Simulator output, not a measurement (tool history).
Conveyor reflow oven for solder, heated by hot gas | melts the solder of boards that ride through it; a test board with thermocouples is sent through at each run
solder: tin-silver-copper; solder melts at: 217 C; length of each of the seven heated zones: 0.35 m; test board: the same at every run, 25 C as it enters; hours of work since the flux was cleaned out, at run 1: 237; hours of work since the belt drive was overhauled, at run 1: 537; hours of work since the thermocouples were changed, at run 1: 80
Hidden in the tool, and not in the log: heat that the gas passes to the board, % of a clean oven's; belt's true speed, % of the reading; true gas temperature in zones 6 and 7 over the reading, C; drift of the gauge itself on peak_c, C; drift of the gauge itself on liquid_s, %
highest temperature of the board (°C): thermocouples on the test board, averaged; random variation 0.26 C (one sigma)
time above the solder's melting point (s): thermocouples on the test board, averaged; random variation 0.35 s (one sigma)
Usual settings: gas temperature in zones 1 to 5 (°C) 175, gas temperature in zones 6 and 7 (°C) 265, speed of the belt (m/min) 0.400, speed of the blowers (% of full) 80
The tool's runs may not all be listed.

| run | hour | gas temperature in zones 1 to 5 (°C) | gas temperature in zones 6 and 7 (°C) | speed of the belt (m/min) | speed of the blowers (% of full) | hours of work since the flux was cleaned out | hours of work since the belt drive was overhauled | hours of work since the thermocouples were changed | highest temperature of the board (°C) | time above the solder's melting point (s) |
|---|---|---|---|---|---|---|---|---|---|---|
| 1 | 0.0 | 175 | 265 | 0.400 | 80 | 237 | 537 | 80 | 249.1 | 76.2 |
| 2 | 26.4 | 172 | 265 | 0.400 | 80 | 249 | 549 | 92 | 248.4 | 74.6 |
| 3 | 52.5 | 172 | 265 | 0.400 | 80 | 261 | 560 | 103 | 248.7 | 74.3 |
| 4 | 95.9 | 161 | 265 | 0.400 | 80 | 280 | 580 | 122 | 246.4 | 66.2 |
| 5 | 124.3 | 161 | 265 | 0.400 | 80 | 293 | 592 | 135 | 246.1 | 66.5 |
| 6 | 159.0 | 175 | 265 | 0.355 | 80 | 308 | 608 | 151 | 251.8 | 91.0 |
| 7 | 190.1 | 175 | 265 | 0.400 | 80 | 322 | 622 | 164 | 248.7 | 75.6 |
| 8 | 225.3 | 172 | 270 | 0.400 | 52 | 338 | 637 | 180 | 242.5 | 62.9 |
|  | 233.1 | belt drive overhauled, speed set with a stopwatch |
| 9 | 261.6 | 173 | 265 | 0.400 | 80 | 352 | 13 | 194 | 247.8 | 73.9 |
| 10 | 303.1 | 173 | 265 | 0.400 | 80 | 371 | 31 | 213 | 248.5 | 74.7 |
|  | 322.7 | flux residue cleaned out of gas plates and filters |
| 11 | 340.3 | 175 | 269 | 0.400 | 80 | 8 | 45 | 227 | 254.7 | 83.7 |
| 12 | 375.9 | 181 | 258 | 0.405 | 57 | 24 | 61 | 243 | 239.7 | 64.4 |
| 13 | 401.6 | 181 | 258 | 0.405 | 57 | 35 | 73 | 255 | 239.8 | 64.1 |

3 ways to go on from here, each from the tool as it stands after run 13. What would each give?
| A | 443.5 | 179 | 265 | 0.335 | 60 | 54 | 91 | 273 | ? | ? |
| B | 443.5 | 170 | 269 | 0.400 | 80 | 54 | 91 | 273 | ? | ? |
| C | 443.5 | 180 | 258 | 0.439 | 50 | 54 | 91 | 273 | ? | ? |

| run | highest temperature of the board (°C) | time above the solder's melting point (s) |
|---|---|---|
| A | 251.6 | 97.9 |
| B | 253.8 | 80.1 |
| C | 233.3 | 45.6 |
Without the tool's hidden state the same runs would have given:
| run | highest temperature of the board (°C) | time above the solder's melting point (s) |
|---|---|---|
| A | 250.9 | 95.3 |
| B | 253.3 | 78.2 |
| C | 232.5 | 43.2 |

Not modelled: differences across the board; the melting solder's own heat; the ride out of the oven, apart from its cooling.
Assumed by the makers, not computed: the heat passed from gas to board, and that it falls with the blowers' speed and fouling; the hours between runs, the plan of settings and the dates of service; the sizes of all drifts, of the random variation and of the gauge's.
